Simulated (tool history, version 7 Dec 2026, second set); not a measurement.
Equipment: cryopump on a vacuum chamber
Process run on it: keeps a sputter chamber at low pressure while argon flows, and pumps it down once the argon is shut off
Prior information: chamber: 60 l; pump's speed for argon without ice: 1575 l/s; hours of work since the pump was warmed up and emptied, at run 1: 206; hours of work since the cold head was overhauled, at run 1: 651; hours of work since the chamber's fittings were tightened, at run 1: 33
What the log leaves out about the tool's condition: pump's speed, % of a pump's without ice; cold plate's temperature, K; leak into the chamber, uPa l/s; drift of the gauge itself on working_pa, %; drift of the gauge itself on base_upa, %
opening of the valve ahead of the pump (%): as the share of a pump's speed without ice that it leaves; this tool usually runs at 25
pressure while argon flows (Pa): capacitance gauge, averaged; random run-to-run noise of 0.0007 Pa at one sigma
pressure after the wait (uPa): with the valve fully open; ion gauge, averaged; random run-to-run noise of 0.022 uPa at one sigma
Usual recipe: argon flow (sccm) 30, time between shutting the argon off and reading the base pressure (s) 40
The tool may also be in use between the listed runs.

run,day,argon flow (sccm),time between shutting the argon off and reading the base pressure (s),opening of the valve ahead of the pump (%),hours of work since the pump was warmed up and emptied,hours of work since the cold head was overhauled,hours of work since the chamber's fittings were tightened,pressure while argon flows (Pa),pressure after the wait (uPa)
1,0,30,40,25,206,651,33,0.131,2.14
2,2.396,30,40,25,230,675,57,0.1341,2.19
3,4.504,31,40,25,252,696,79,0.1372,2.15
4,6.683,41,40,25,274,718,101,0.1821,2.2
5,8.704,30,40,25,294,739,121,0.1345,2.15
6,10.371,30,40,25,311,756,138,0.135,2.2
7,12.588,30,40,25,334,778,160,0.1349,2.2
8,14.283,30,40,25,351,795,178,0.1347,2.16
9,15.375,30,40,25,362,806,189,0.1338,2.24
10,17.162,30,40,25,380,824,207,0.1367,2.19
11,19.546,14,40,25,404,848,231,0.0638,2.21
12,21.225,20,20,25,421,865,248,0.0905,4.04
13,22.788,15,261,55,437,881,264,0.0336,0.62
# day 23.575: pump warmed up, emptied and cooled again
14,24.375,33,261,39,8,895,278,0.091,0.56
15,26.658,33,261,39,31,918,301,0.0917,0.55
16,28.542,30,58,17,50,937,320,0.1906,1.58
17,29.767,58,181,21,63,950,332,0.2983,0.7
18,31.908,40,52,25,84,971,354,0.1722,1.74
19,33.388,40,52,25,99,986,369,0.1736,1.71
20,35.571,40,52,25,121,1008,391,0.1751,1.74
21,37.067,40,52,25,136,1024,406,0.1745,1.78

3 options for the next run, each taken on its own from the tool as it stands now. Forecast them:
A,38.617,44,25,16,152,1039,422,?,?
B,38.617,57,40,20,152,1039,422,?,?
C,38.617,30,40,19,152,1039,422,?,?

run,pressure while argon flows (Pa),pressure after the wait (uPa)
A,0.2986,3.3
B,0.3118,2.24
C,0.1724,2.2
The same runs, with their run-to-run variation unchanged, on a tool lacking any hidden condition would have given:
run,pressure while argon flows (Pa),pressure after the wait (uPa)
A,0.2943,3.2
B,0.3063,2.13
C,0.1695,2.1

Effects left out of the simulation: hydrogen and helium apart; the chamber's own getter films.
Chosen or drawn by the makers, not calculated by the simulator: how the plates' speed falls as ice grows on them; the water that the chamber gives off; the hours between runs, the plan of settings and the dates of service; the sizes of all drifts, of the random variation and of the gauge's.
